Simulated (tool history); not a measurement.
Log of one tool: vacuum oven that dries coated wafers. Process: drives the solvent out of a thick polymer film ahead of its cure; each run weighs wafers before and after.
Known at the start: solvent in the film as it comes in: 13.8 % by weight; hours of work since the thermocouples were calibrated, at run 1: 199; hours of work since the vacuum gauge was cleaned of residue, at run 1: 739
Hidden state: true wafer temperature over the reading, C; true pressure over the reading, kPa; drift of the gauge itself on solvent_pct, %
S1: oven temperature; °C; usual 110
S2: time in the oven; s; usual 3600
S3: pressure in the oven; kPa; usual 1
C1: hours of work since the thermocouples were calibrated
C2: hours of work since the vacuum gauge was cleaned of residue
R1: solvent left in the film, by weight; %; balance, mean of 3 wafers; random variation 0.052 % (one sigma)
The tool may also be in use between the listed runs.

run	day	S1	S2	S3	C1	C2	R1
1	0	110	3600	1	199	739	1.51
2	2.567	110	3600	1	236	775	1.52
3	5.083	110	3600	1	271	811	1.64
4	7.858	110	3600	1	311	850	1.61
5	10.933	110	3600	1	354	894	1.61
6	12.283	110	3600	1	374	913	1.56
7	14.083	115	3600	1	399	939	1.02
8	16.233	115	3600	1	430	969	1.07
9	18.442	122	4860	0.93	461	1001	0.59
10	21.454	122	5940	0.93	504	1043	0.37
11	23.317	113	3180	1	530	1070	1.48

Run 12 comes next. What will it give?
12	25.229	113	3480	0.84	557	1097	?

Run 12 gave R1 1.31 %.
Without the tool's hidden state the same run would have given R1 1.06 %.

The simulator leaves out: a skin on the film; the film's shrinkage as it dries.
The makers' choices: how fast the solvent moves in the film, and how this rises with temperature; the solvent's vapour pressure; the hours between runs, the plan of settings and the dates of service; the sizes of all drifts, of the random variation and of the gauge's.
